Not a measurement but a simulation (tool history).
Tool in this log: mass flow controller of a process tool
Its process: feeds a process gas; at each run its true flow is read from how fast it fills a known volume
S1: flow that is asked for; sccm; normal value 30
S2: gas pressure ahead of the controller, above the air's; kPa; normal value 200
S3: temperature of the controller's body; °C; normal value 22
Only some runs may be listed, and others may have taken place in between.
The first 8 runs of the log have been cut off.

{"run": 9, "day": 23.067, "S1": 75, "S2": 200, "S3": 22, "true flow (%)": 94.93}
{"run": 10, "day": 24.862, "S1": 75, "S2": 200, "S3": 22, "true flow (%)": 94.84}
{"run": 11, "day": 27.05, "S1": 75, "S2": 200, "S3": 22, "true flow (%)": 94.79}
{"run": 12, "day": 30.046, "S1": 43, "S2": 200, "S3": 22, "true flow (%)": 93.35}
{"run": 13, "day": 33.15, "S1": 43, "S2": 200, "S3": 22, "true flow (%)": 93.24}
{"run": 14, "day": 35.458, "S1": 43, "S2": 200, "S3": 22, "true flow (%)": 93.31}
{"run": 15, "day": 38.425, "S1": 43, "S2": 200, "S3": 22, "true flow (%)": 93.19}
{"run": 16, "day": 41.638, "S1": 43, "S2": 200, "S3": 22, "true flow (%)": 93.12}
{"run": 17, "day": 44.712, "S1": 30, "S2": 200, "S3": 22, "true flow (%)": 92.08}
{"run": 18, "day": 46.654, "S1": 30, "S2": 191, "S3": 22, "true flow (%)": 92.04}
{"run": 19, "day": 49.975, "S1": 30, "S2": 200, "S3": 22, "true flow (%)": 92.03}
{"run": 20, "day": 53.438, "S1": 30, "S2": 200, "S3": 22, "true flow (%)": 91.92}
{"run": 21, "day": 56.438, "S1": 15, "S2": 200, "S3": 22, "true flow (%)": 88.59}
{"run": 22, "day": 59.467, "S1": 15, "S2": 200, "S3": 22, "true flow (%)": 88.53}
{"run": 23, "day": 61.217, "S1": 15, "S2": 200, "S3": 22, "true flow (%)": 88.38}
{"run": 24, "day": 64.6, "S1": 15, "S2": 200, "S3": 22, "true flow (%)": 88.47}
{"run": 25, "day": 66.746, "S1": 15, "S2": 200, "S3": 22, "true flow (%)": 88.39}
{"run": 26, "day": 70.354, "S1": 47, "S2": 200, "S3": 21, "true flow (%)": 93.05}
{"run": 27, "day": 72.133, "S1": 21, "S2": 249, "S3": 33, "true flow (%)": 91.7}
{"run": 28, "day": 74.017, "S1": 32, "S2": 270, "S3": 27, "true flow (%)": 92.86}
{"run": 29, "day": 77.225, "S1": 32, "S2": 270, "S3": 27, "true flow (%)": 92.79}
{"run": 30, "day": 80.817, "S1": 13, "S2": 156, "S3": 34, "true flow (%)": 88.17}
{"day": 81.067, "done": "controller's zero set anew"}
{"run": 31, "day": 83.158, "S1": 13, "S2": 146, "S3": 24, "true flow (%)": 83.76}
{"run": 32, "day": 86.446, "S1": 59, "S2": 239, "S3": 30, "true flow (%)": 94.17}
{"run": 33, "day": 88.717, "S1": 59, "S2": 239, "S3": 30, "true flow (%)": 94.04}

Expected results for the next run?
{"day": 91.546, "done": "controller's zero set anew, once more"}
{"run": 34, "day": 92.004, "S1": 59, "S2": 239, "S3": 30, "true flow (%)": "?"}

{"run 34": {"true flow (%)": 96.3}}
Had the tool carried no hidden state, the very same run would have given true flow (%) 99.88.
